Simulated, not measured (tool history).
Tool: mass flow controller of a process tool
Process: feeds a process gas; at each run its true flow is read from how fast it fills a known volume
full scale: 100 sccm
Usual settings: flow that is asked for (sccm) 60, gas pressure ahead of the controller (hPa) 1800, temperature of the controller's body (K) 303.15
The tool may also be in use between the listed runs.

run    hour  flow that is asked for (sccm)  gas pressure ahead of the controller (hPa)  temperature of the controller's body (K)  true flow (%)
  1     0.0                             60                                        1800                                    303.15          99.14
  2   180.7                             60                                        1450                                    303.15          98.88
  3   392.9                             60                                        1450                                    303.15          99.12
  4   627.6                             60                                        1800                                    312.15          98.45
  5   788.3                             60                                        1800                                    312.15          98.47
  6   916.5                             60                                        1800                                    312.15          98.47
  7  1113.9                             12                                        1800                                    308.15          98.90
  8  1303.9                             23                                        1800                                    308.15          99.08
  9  1454.8                             60                                        1650                                    301.15          99.89
 10  1561.9                             84                                        1490                                    294.15         100.89
 11  1793.6                             60                                        1750                                    295.15         101.03
 12  2010.0                             12                                        1800                                    298.15         100.53

The same runs without the tool's hidden state, with the same run-to-run variation:
The hidden state here: flow at rest that the sensor doesn't see, % of full scale; true flow over the shown one, %; drift of the gauge itself on true_pct, %.
run  true flow (%)
  1          99.14
  2          98.78
  3          98.91
  4          98.11
  5          98.04
  6          97.97
  7          98.30
  8          98.37
  9          99.09
 10         100.03
 11         100.04
 12          99.44

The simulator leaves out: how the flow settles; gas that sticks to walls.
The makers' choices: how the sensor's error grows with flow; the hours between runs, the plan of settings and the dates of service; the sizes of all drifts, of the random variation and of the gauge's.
